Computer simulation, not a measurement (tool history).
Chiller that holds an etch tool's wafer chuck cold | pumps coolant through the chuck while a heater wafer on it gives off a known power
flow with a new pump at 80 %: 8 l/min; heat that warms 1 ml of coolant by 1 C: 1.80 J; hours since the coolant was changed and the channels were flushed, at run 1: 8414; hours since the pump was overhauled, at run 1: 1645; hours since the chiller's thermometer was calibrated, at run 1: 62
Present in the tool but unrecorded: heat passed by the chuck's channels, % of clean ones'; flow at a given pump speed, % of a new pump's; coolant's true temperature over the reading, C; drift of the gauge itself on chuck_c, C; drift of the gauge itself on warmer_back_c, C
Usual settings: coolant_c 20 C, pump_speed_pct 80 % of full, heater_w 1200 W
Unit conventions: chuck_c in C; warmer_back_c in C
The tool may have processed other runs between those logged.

run	day	coolant_c	pump_speed_pct	heater_w	hours since the coolant was changed and the channels were flushed	hours since the pump was overhauled	hours since the chiller's thermometer was calibrated	chuck_c	warmer_back_c
1	0	20	80	1200	8414	1645	62	28.8	5.08
2	3.067	20	80	733	8487	1718	136	25.4	3.07
# day 6.933: coolant changed, channels flushed
3	7.55	20	80	733	15	1820	238	25.2	3.06
4	9.808	20	80	733	69	1874	292	25.4	3
5	13.475	20	80	733	157	1962	380	25.4	3.05
6	15.946	20	80	733	216	2021	439	25.4	3.06
7	20.708	25	78	1786	331	2135	553	38.3	7.66
8	24.854	25	78	1786	430	2235	653	38.1	7.61
9	28.529	22	78	638	518	2323	741	26.8	2.68
10	31.358	22	80	710	586	2391	809	27.3	2.94
11	34.375	20	96	1200	659	2464	881	27.7	4.21

Take each entry between the runs: how does the hidden state at the last listed run before it differ from the hidden state at the first listed run after it?
Logged between run 2 and run 3: coolant changed, channels flushed (day 6.933)
  heat passed by the chuck's channels, % of clean ones': 99.7 -> 100
